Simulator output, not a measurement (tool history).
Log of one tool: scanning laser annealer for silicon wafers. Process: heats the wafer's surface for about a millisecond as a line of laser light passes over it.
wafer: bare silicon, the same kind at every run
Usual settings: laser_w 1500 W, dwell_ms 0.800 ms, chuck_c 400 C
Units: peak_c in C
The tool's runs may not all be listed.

| run | hour | laser_w | dwell_ms | chuck_c | peak_c |
|---|---|---|---|---|---|
| 1 | 0.0 | 1500 | 0.800 | 400 | 1220 |
| 2 | 5.7 | 1500 | 0.800 | 400 | 1219 |
| 3 | 13.1 | 1500 | 0.800 | 400 | 1215 |
| 4 | 18.8 | 1481 | 0.800 | 400 | 1210 |
| 5 | 24.5 | 1481 | 0.800 | 400 | 1208 |
| 6 | 30.4 | 1481 | 0.800 | 400 | 1208 |
| 7 | 38.0 | 1481 | 0.800 | 400 | 1206 |
| 8 | 43.2 | 1500 | 0.800 | 372 | 1190 |
| 9 | 47.9 | 1500 | 0.995 | 400 | 1330 |
| 10 | 54.2 | 1500 | 0.800 | 400 | 1222 |
| 11 | 63.1 | 1500 | 0.800 | 400 | 1218 |
| 12 | 67.8 | 1500 | 0.800 | 400 | 1217 |
| 13 | 74.0 | 1645 | 0.800 | 400 | 1308 |
| 14 | 81.4 | 1645 | 0.800 | 400 | 1306 |
| 15 | 87.4 | 1438 | 0.800 | 400 | 1178 |
| 16 | 91.8 | 1438 | 0.800 | 400 | 1178 |
| 17 | 99.1 | 1500 | 0.605 | 400 | 1093 |
| 18 | 107.6 | 1500 | 0.605 | 400 | 1093 |
| 19 | 113.3 | 1500 | 0.605 | 400 | 1093 |
| 20 | 117.9 | 1500 | 0.561 | 400 | 1065 |
| 21 | 123.6 | 1500 | 0.794 | 398 | 1212 |
| 22 | 130.8 | 1500 | 0.883 | 390 | 1256 |
| 23 | 140.5 | 1500 | 0.883 | 390 | 1253 |
| 24 | 148.6 | 1500 | 0.800 | 381 | 1198 |
| 25 | 155.1 | 1500 | 0.800 | 378 | 1194 |
| 26 | 162.5 | 1500 | 0.578 | 371 | 1042 |
| 27 | 171.1 | 1442 | 0.812 | 393 | 1182 |
| 28 | 179.1 | 1442 | 0.812 | 393 | 1182 |
| 29 | 183.1 | 1442 | 0.812 | 393 | 1183 |
| 30 | 190.8 | 1503 | 0.818 | 386 | 1214 |
| 31 | 197.2 | 1578 | 0.645 | 435 | 1197 |
| 32 | 202.2 | 1578 | 0.645 | 435 | 1192 |
| 33 | 211.5 | 1578 | 0.645 | 435 | 1197 |
| 34 | 221.4 | 1578 | 0.645 | 435 | 1196 |
| 35 | 229.7 | 1578 | 0.645 | 435 | 1191 |
| 36 | 237.6 | 1578 | 0.650 | 435 | 1197 |
| 37 | 246.1 | 1500 | 0.853 | 400 | 1247 |
| 38 | 250.2 | 1550 | 0.800 | 412 | 1257 |
| 39 | 254.6 | 1550 | 0.603 | 412 | 1122 |
| 40 | 263.0 | 1462 | 0.822 | 371 | 1173 |

Measured less the same run without the tool's hidden state. The same run-to-run variation is in both; the gauge's scatter may not be:
The hidden state here: light that passes the window, % of a clean one's; laser's true power over the reading, %; width of the line over the set one, %; drift of the gauge itself on peak_c, C.
| run | peak_c |
|---|---|
| 1 | -16 |
| 2 | -16 |
| 3 | -16 |
| 4 | -16 |
| 5 | -16 |
| 6 | -17 |
| 7 | -17 |
| 8 | -17 |
| 9 | -19 |
| 10 | -17 |
| 11 | -17 |
| 12 | -18 |
| 13 | -20 |
| 14 | -20 |
| 15 | -17 |
| 16 | -17 |
| 17 | -15 |
| 18 | -16 |
| 19 | -16 |
| 20 | -15 |
| 21 | -19 |
| 22 | -21 |
| 23 | -20 |
| 24 | -20 |
| 25 | -20 |
| 26 | -17 |
| 27 | -20 |
| 28 | -20 |
| 29 | -20 |
| 30 | -21 |
| 31 | -19 |
| 32 | -20 |
| 33 | -20 |
| 34 | -20 |
| 35 | -21 |
| 36 | -21 |
| 37 | -23 |
| 38 | -23 |
| 39 | -20 |
| 40 | -22 |
